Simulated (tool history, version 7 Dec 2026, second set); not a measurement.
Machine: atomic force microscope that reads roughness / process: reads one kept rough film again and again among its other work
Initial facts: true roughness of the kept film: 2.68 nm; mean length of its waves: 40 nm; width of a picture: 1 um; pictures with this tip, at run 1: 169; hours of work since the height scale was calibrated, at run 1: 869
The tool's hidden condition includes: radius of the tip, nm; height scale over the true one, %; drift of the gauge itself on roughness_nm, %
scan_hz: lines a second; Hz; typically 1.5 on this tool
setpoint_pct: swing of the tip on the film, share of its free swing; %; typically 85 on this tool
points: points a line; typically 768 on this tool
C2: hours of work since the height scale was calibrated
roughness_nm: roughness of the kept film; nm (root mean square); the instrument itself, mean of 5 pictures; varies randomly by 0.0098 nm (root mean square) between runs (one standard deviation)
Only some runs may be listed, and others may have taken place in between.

run 1 hour=0 | scan_hz=1.5 setpoint_pct=85 points=768 | pictures_with_this_tip=169 C2=869 | roughness_nm=2.201
-- hour=7.7 new tip fitted
run 2 hour=51.4 | scan_hz=0.98 setpoint_pct=85 points=768 | pictures_with_this_tip=60 C2=899 | roughness_nm=2.315
run 3 hour=82.6 | scan_hz=1.5 setpoint_pct=85 points=768 | pictures_with_this_tip=102 C2=917 | roughness_nm=2.234
run 4 hour=133.9 | scan_hz=1.5 setpoint_pct=85 points=768 | pictures_with_this_tip=172 C2=946 | roughness_nm=2.222
-- hour=139.2 new tip fitted
run 5 hour=182.7 | scan_hz=1.5 setpoint_pct=85 points=768 | pictures_with_this_tip=59 C2=974 | roughness_nm=2.233
run 6 hour=213.2 | scan_hz=1.5 setpoint_pct=85 points=768 | pictures_with_this_tip=101 C2=992 | roughness_nm=2.224
run 7 hour=243.4 | scan_hz=1.5 setpoint_pct=85 points=768 | pictures_with_this_tip=142 C2=1009 | roughness_nm=2.238
-- hour=272.1 new tip fitted
run 8 hour=280.1 | scan_hz=1.5 setpoint_pct=85 points=768 | pictures_with_this_tip=11 C2=1030 | roughness_nm=2.229
run 9 hour=316.6 | scan_hz=1.5 setpoint_pct=57 points=768 | pictures_with_this_tip=61 C2=1052 | roughness_nm=2.441
run 10 hour=371.8 | scan_hz=1.5 setpoint_pct=57 points=768 | pictures_with_this_tip=136 C2=1083 | roughness_nm=2.433
run 11 hour=400.9 | scan_hz=1.5 setpoint_pct=85 points=768 | pictures_with_this_tip=176 C2=1100 | roughness_nm=2.217
-- hour=405.2 new tip fitted
run 12 hour=453.3 | scan_hz=1.5 setpoint_pct=76 points=768 | pictures_with_this_tip=66 C2=1130 | roughness_nm=2.329
run 13 hour=480.9 | scan_hz=1.18 setpoint_pct=76 points=768 | pictures_with_this_tip=104 C2=1146 | roughness_nm=2.361
run 14 hour=531.2 | scan_hz=0.79 setpoint_pct=85 points=768 | pictures_with_this_tip=172 C2=1175 | roughness_nm=2.344
-- hour=538.5 new tip fitted
run 15 hour=584.1 | scan_hz=1.5 setpoint_pct=85 points=768 | pictures_with_this_tip=62 C2=1206 | roughness_nm=2.233
run 16 hour=635.4 | scan_hz=1.5 setpoint_pct=85 points=628 | pictures_with_this_tip=132 C2=1236 | roughness_nm=2.212
-- hour=672 new tip fitted
run 17 hour=675.5 | scan_hz=1.5 setpoint_pct=85 points=628 | pictures_with_this_tip=4 C2=1258 | roughness_nm=2.227
run 18 hour=703.2 | scan_hz=1.5 setpoint_pct=85 points=628 | pictures_with_this_tip=42 C2=1274 | roughness_nm=2.23
run 19 hour=741.9 | scan_hz=1.5 setpoint_pct=85 points=628 | pictures_with_this_tip=95 C2=1297 | roughness_nm=2.227
run 20 hour=771.5 | scan_hz=1.5 setpoint_pct=85 points=628 | pictures_with_this_tip=136 C2=1314 | roughness_nm=2.242
run 21 hour=796.2 | scan_hz=1.5 setpoint_pct=85 points=628 | pictures_with_this_tip=169 C2=1328 | roughness_nm=2.217
-- hour=804.2 new tip fitted
run 22 hour=848.7 | scan_hz=1.5 setpoint_pct=85 points=628 | pictures_with_this_tip=60 C2=1358 | roughness_nm=2.222
run 23 hour=885.7 | scan_hz=1.5 setpoint_pct=71 points=768 | pictures_with_this_tip=111 C2=1380 | roughness_nm=2.364
run 24 hour=912.6 | scan_hz=1.5 setpoint_pct=71 points=768 | pictures_with_this_tip=148 C2=1395 | roughness_nm=2.383
-- hour=936.8 new tip fitted
run 25 hour=966.2 | scan_hz=1.5 setpoint_pct=85 points=844 | pictures_with_this_tip=40 C2=1426 | roughness_nm=2.221
run 26 hour=1019.3 | scan_hz=1.5 setpoint_pct=85 points=768 | pictures_with_this_tip=113 C2=1457 | roughness_nm=2.214
run 27 hour=1050.6 | scan_hz=1.32 setpoint_pct=79 points=768 | pictures_with_this_tip=156 C2=1475 | roughness_nm=2.314
-- hour=1068.5 new tip fitted
run 28 hour=1101.9 | scan_hz=0.71 setpoint_pct=81 points=281 | pictures_with_this_tip=46 C2=1504 | roughness_nm=2.382
run 29 hour=1125.2 | scan_hz=1.31 setpoint_pct=75 points=768 | pictures_with_this_tip=78 C2=1518 | roughness_nm=2.343
run 30 hour=1168.3 | scan_hz=1.5 setpoint_pct=89 points=564 | pictures_with_this_tip=137 C2=1543 | roughness_nm=2.171
run 31 hour=1195.3 | scan_hz=1.5 setpoint_pct=85 points=322 | pictures_with_this_tip=174 C2=1558 | roughness_nm=2.194
-- hour=1201.4 new tip fitted
run 32 hour=1219.2 | scan_hz=3.48 setpoint_pct=61 points=397 | pictures_with_this_tip=24 C2=1572 | roughness_nm=2.303
run 33 hour=1265.2 | scan_hz=3.07 setpoint_pct=87 points=295 | pictures_with_this_tip=87 C2=1599 | roughness_nm=1.945
run 34 hour=1292.4 | scan_hz=1.5 setpoint_pct=84 points=294 | pictures_with_this_tip=124 C2=1614 | roughness_nm=2.22
-- hour=1333.2 new tip fitted
run 35 hour=1333.6 | scan_hz=1.5 setpoint_pct=84 points=294 | pictures_with_this_tip=0 C2=1638 | roughness_nm=2.237
run 36 hour=1374 | scan_hz=1.5 setpoint_pct=82 points=768 | pictures_with_this_tip=56 C2=1661 | roughness_nm=2.262
run 37 hour=1426.6 | scan_hz=1 setpoint_pct=76 points=460 | pictures_with_this_tip=128 C2=1692 | roughness_nm=2.378
run 38 hour=1455.1 | scan_hz=2.8 setpoint_pct=85 points=670 | pictures_with_this_tip=167 C2=1708 | roughness_nm=2.033
-- hour=1466.7 new tip fitted
run 39 hour=1479.1 | scan_hz=2.8 setpoint_pct=85 points=670 | pictures_with_this_tip=17 C2=1722 | roughness_nm=2.029
run 40 hour=1502.1 | scan_hz=2.8 setpoint_pct=85 points=670 | pictures_with_this_tip=48 C2=1735 | roughness_nm=2.034
run 41 hour=1524.6 | scan_hz=0.52 setpoint_pct=74 points=767 | pictures_with_this_tip=79 C2=1748 | roughness_nm=2.433
run 42 hour=1550.7 | scan_hz=0.52 setpoint_pct=74 points=767 | pictures_with_this_tip=115 C2=1763 | roughness_nm=2.432
-- hour=1599.1 new tip fitted
run 43 hour=1603.1 | scan_hz=0.57 setpoint_pct=83 points=731 | pictures_with_this_tip=5 C2=1793 | roughness_nm=2.394
run 44 hour=1637.5 | scan_hz=0.7 setpoint_pct=83 points=376 | pictures_with_this_tip=52 C2=1813 | roughness_nm=2.385
run 45 hour=1680.4 | scan_hz=0.7 setpoint_pct=83 points=376 | pictures_with_this_tip=111 C2=1838 | roughness_nm=2.396
-- hour=1730.5 new tip fitted
run 46 hour=1730.5 | scan_hz=3.35 setpoint_pct=85 points=276 | pictures_with_this_tip=0 C2=1867 | roughness_nm=1.943
run 47 hour=1773.9 | scan_hz=1.07 setpoint_pct=81 points=331 | pictures_with_this_tip=59 C2=1892 | roughness_nm=2.318
run 48 hour=1813.8 | scan_hz=1.07 setpoint_pct=81 points=331 | pictures_with_this_tip=114 C2=1915 | roughness_nm=2.304
run 49 hour=1859.6 | scan_hz=0.73 setpoint_pct=78 points=537 | pictures_with_this_tip=176 C2=1942 | roughness_nm=2.411
-- hour=1865.1 new tip fitted
run 50 hour=1889 | scan_hz=3.47 setpoint_pct=64 points=727 | pictures_with_this_tip=33 C2=1958 | roughness_nm=2.278
run 51 hour=1918.6 | scan_hz=3.47 setpoint_pct=64 points=727 | pictures_with_this_tip=73 C2=1975 | roughness_nm=2.299
run 52 hour=1950 | scan_hz=3.47 setpoint_pct=64 points=727 | pictures_with_this_tip=116 C2=1994 | roughness_nm=2.301

How the hidden state differs across the entries between the runs, from the last listed run before each to the first after it:
Between runs 1 and 2: new tip fitted (hour 7.7)
  radius of the tip, nm: 10.4 -> 10.1
Between runs 4 and 5: new tip fitted (hour 139.2)
  radius of the tip, nm: 10.3 -> 10.1
Between runs 7 and 8: new tip fitted (hour 272.1)
  radius of the tip, nm: 10.3 -> 10
Between runs 11 and 12: new tip fitted (hour 405.2)
  radius of the tip, nm: 10.3 -> 10.1
Between runs 14 and 15: new tip fitted (hour 538.5)
  radius of the tip, nm: 10.3 -> 10.2
Between runs 16 and 17: new tip fitted (hour 672)
  radius of the tip, nm: 10.3 -> 10
Between runs 21 and 22: new tip fitted (hour 804.2)
  radius of the tip, nm: 10.3 -> 10.1
Between runs 24 and 25: new tip fitted (hour 936.8)
  radius of the tip, nm: 10.3 -> 10.1
Between runs 27 and 28: new tip fitted (hour 1068.5)
  radius of the tip, nm: 10.3 -> 10.1
Between runs 31 and 32: new tip fitted (hour 1201.4)
  radius of the tip, nm: 10.4 -> 10.1
Between runs 34 and 35: new tip fitted (hour 1333.2)
  radius of the tip, nm: 10.3 -> 10
Between runs 38 and 39: new tip fitted (hour 1466.7)
  radius of the tip, nm: 10.3 -> 10
Between runs 42 and 43: new tip fitted (hour 1599.1)
  radius of the tip, nm: 10.2 -> 10
Between runs 45 and 46: new tip fitted (hour 1730.5)
  radius of the tip, nm: 10.2 -> 10
Between runs 49 and 50: new tip fitted (hour 1865.1)
  radius of the tip, nm: 10.4 -> 10.1
